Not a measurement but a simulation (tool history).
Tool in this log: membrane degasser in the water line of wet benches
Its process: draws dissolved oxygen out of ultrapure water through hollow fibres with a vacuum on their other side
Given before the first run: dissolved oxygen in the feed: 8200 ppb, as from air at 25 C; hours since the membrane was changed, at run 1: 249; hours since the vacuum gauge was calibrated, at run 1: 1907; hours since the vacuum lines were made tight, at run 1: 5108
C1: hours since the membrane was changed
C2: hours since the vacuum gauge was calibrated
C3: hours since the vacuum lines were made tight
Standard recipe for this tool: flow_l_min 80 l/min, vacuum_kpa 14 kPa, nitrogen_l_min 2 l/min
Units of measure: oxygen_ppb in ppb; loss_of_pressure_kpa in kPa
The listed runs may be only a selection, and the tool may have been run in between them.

run 1 hour=0 | flow_l_min=80 vacuum_kpa=14 nitrogen_l_min=2 | C1=249 C2=1907 C3=5108 | oxygen_ppb=803.7 loss_of_pressure_kpa=28.47
run 2 hour=111 | flow_l_min=80 vacuum_kpa=14 nitrogen_l_min=2 | C1=360 C2=2018 C3=5219 | oxygen_ppb=798.2 loss_of_pressure_kpa=28.33
run 3 hour=312.6 | flow_l_min=91 vacuum_kpa=14 nitrogen_l_min=2 | C1=562 C2=2220 C3=5421 | oxygen_ppb=877.5 loss_of_pressure_kpa=32.54
run 4 hour=523.6 | flow_l_min=91 vacuum_kpa=14 nitrogen_l_min=2 | C1=773 C2=2431 C3=5632 | oxygen_ppb=883.1 loss_of_pressure_kpa=32.07
run 5 hour=673.3 | flow_l_min=91 vacuum_kpa=14 nitrogen_l_min=2 | C1=922 C2=2580 C3=5781 | oxygen_ppb=881.1 loss_of_pressure_kpa=32.14
run 6 hour=823.5 | flow_l_min=80 vacuum_kpa=14 nitrogen_l_min=2 | C1=1073 C2=2731 C3=5932 | oxygen_ppb=802.8 loss_of_pressure_kpa=28.37
run 7 hour=975.6 | flow_l_min=80 vacuum_kpa=11.6 nitrogen_l_min=2 | C1=1225 C2=2883 C3=6084 | oxygen_ppb=631.5 loss_of_pressure_kpa=29
run 8 hour=1166.3 | flow_l_min=80 vacuum_kpa=34.9 nitrogen_l_min=2 | C1=1415 C2=3073 C3=6274 | oxygen_ppb=2008.6 loss_of_pressure_kpa=28.46
run 9 hour=1429.7 | flow_l_min=80 vacuum_kpa=14 nitrogen_l_min=2 | C1=1679 C2=3337 C3=6538 | oxygen_ppb=797 loss_of_pressure_kpa=28.63
-- hour=1664.3 seals of the vacuum lines changed
run 10 hour=1681.8 | flow_l_min=80 vacuum_kpa=14 nitrogen_l_min=2 | C1=1929 C2=3587 C3=17 | oxygen_ppb=794.6 loss_of_pressure_kpa=28.52
run 11 hour=1837 | flow_l_min=80 vacuum_kpa=14 nitrogen_l_min=2 | C1=2084 C2=3742 C3=173 | oxygen_ppb=796.5 loss_of_pressure_kpa=28.51
run 12 hour=2032.1 | flow_l_min=80 vacuum_kpa=14 nitrogen_l_min=2 | C1=2279 C2=3937 C3=368 | oxygen_ppb=793.3 loss_of_pressure_kpa=28.48
-- hour=2249.3 vacuum gauge calibrated
run 13 hour=2272.7 | flow_l_min=80 vacuum_kpa=17.7 nitrogen_l_min=2 | C1=2519 C2=23 C3=608 | oxygen_ppb=1031.3 loss_of_pressure_kpa=28.32
run 14 hour=2514.2 | flow_l_min=54 vacuum_kpa=17.7 nitrogen_l_min=2 | C1=2761 C2=265 C3=849 | oxygen_ppb=766.5 loss_of_pressure_kpa=19.37
run 15 hour=2692.8 | flow_l_min=54 vacuum_kpa=17.7 nitrogen_l_min=2 | C1=2939 C2=443 C3=1028 | oxygen_ppb=767.9 loss_of_pressure_kpa=19.35
run 16 hour=2857.2 | flow_l_min=54 vacuum_kpa=17.7 nitrogen_l_min=2 | C1=3104 C2=608 C3=1192 | oxygen_ppb=765.3 loss_of_pressure_kpa=19.2
run 17 hour=2981.6 | flow_l_min=83 vacuum_kpa=17.7 nitrogen_l_min=2 | C1=3228 C2=732 C3=1317 | oxygen_ppb=1058.8 loss_of_pressure_kpa=29.89
run 18 hour=3244.1 | flow_l_min=80 vacuum_kpa=14 nitrogen_l_min=1.43 | C1=3491 C2=995 C3=1579 | oxygen_ppb=1004.8 loss_of_pressure_kpa=28.29

What will run 19 give?
run 19 hour=3490.6 | flow_l_min=80 vacuum_kpa=14 nitrogen_l_min=1.43 | C1=3737 C2=1241 C3=1826 | oxygen_ppb=? loss_of_pressure_kpa=?

oxygen_ppb: 1007.7 ppb
loss_of_pressure_kpa: 28.15 kPa
With the hidden condition absent and the run-to-run variation left alone, this run would have shown oxygen_ppb 1019.8 ppb, loss_of_pressure_kpa 28.14 kPa.
